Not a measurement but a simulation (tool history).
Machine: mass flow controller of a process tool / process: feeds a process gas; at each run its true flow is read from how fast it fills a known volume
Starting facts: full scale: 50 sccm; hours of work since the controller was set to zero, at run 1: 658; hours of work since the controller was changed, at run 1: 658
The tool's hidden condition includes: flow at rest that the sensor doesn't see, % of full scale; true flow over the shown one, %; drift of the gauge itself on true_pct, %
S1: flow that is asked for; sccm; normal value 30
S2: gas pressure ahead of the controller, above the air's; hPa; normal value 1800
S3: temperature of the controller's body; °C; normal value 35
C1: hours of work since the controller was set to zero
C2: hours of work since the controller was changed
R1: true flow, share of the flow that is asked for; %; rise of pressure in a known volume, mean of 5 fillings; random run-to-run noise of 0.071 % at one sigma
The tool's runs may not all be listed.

run	hour	S1	S2	S3	C1	C2	R1
1	0.0	30	1800	35	658	658	99.70
2	67.7	30	1800	35	690	690	99.63
3	128.6	30	1800	37	720	720	99.77
4	170.1	12	1800	37	739	739	98.61
5	211.8	12	1800	37	760	760	98.71
6	260.5	30	1800	35	783	783	99.74
7	340.1	25	1800	35	821	821	99.40
8	398.7	30	1800	37	849	849	100.00
9	473.8	30	1800	26	885	885	98.73
10	548.4	30	1800	26	921	921	98.77
11	630.8	30	1800	26	961	961	98.57
12	675.5	30	1800	26	982	982	98.72
13	768.4	30	1800	26	1027	1027	98.77
14	829.2	30	1590	35	1056	1056	99.62
15	901.0	30	1590	35	1090	1090	99.51
16	964.4	30	1800	35	1121	1121	99.67
17	1015.8	30	2010	35	1145	1145	99.92
18	1085.6	30	1800	28	1179	1179	98.93
19	1132.9	30	2250	27	1201	1201	99.21
20	1197.2	30	1800	23	1232	1232	98.43
21	1236.8	30	2750	35	1251	1251	100.26
22	1309.7	22	2470	35	1286	1286	99.68
23	1351.3	22	1600	35	1306	1306	98.97
24	1393.8	16	2490	35	1327	1327	99.20
25	1480.1	16	2490	35	1368	1368	99.20
26	1524.7	30	2290	34	1389	1389	99.90
27	1619.2	8	2380	21	1435	1435	97.05
28	1658.9	15	1680	29	1454	1454	97.97
29	1709.2	21	1650	29	1478	1478	98.30
30	1799.3	13	2160	35	1521	1521	98.76
31	1842.2	16	2380	28	1542	1542	98.42
32	1927.7	36	2700	28	1583	1583	99.96
33	1992.5	18	1920	28	1614	1614	98.26
34	2066.9	37	1750	35	1649	1649	100.00

Here are 5 independent what-if runs from the current tool condition. What would each one return?
A	2117.4	36	2730	35	1674	1674	?
B	2117.4	11	2230	24	1674	1674	?
C	2117.4	22	1800	22	1674	1674	?
D	2117.4	45	1750	40	1674	1674	?
E	2117.4	6	2320	24	1674	1674	?

run	R1
A	100.82
B	97.60
C	97.73
D	101.10
E	97.17
Without the tool's unlogged condition, the same runs would have read:
run	R1
A	100.82
B	97.60
C	97.73
D	101.10
E	97.18
